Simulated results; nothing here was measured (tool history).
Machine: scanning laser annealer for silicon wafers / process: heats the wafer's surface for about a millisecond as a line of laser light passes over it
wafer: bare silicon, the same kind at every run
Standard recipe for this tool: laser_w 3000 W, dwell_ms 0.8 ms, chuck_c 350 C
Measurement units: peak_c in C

| run | day | laser_w | dwell_ms | chuck_c | peak_c |
|---|---|---|---|---|---|
| 1 | 0 | 3000 | 0.8 | 350 | 1092 |
| 2 | 1.342 | 3000 | 0.8 | 350 | 1090 |
| 3 | 3.142 | 3000 | 0.8 | 350 | 1090 |
| 4 | 5.358 | 3000 | 0.8 | 350 | 1090 |
| 5 | 8.2 | 3000 | 0.8 | 350 | 1084 |
| 6 | 9.475 | 2646 | 0.8 | 350 | 1000 |
|  | 9.738 | laser's power meter calibrated |
| 7 | 10.842 | 2646 | 0.8 | 350 | 1001 |
| 8 | 13.142 | 3000 | 0.8 | 350 | 1088 |
| 9 | 14.579 | 3000 | 0.8 | 350 | 1086 |
|  | 15.362 | optics aligned, line set to its width |
| 10 | 17.662 | 3000 | 0.8 | 350 | 1092 |
| 11 | 19.488 | 3000 | 0.8 | 350 | 1092 |

What does the tool deliver on the next run?
| 12 | 21.25 | 2826 | 0.896 | 353 | ? |

Run 12 gave peak_c 1093 C.
Were there no unlogged condition in the tool, this run, its random variation unchanged, would have produced peak_c 1106 C.
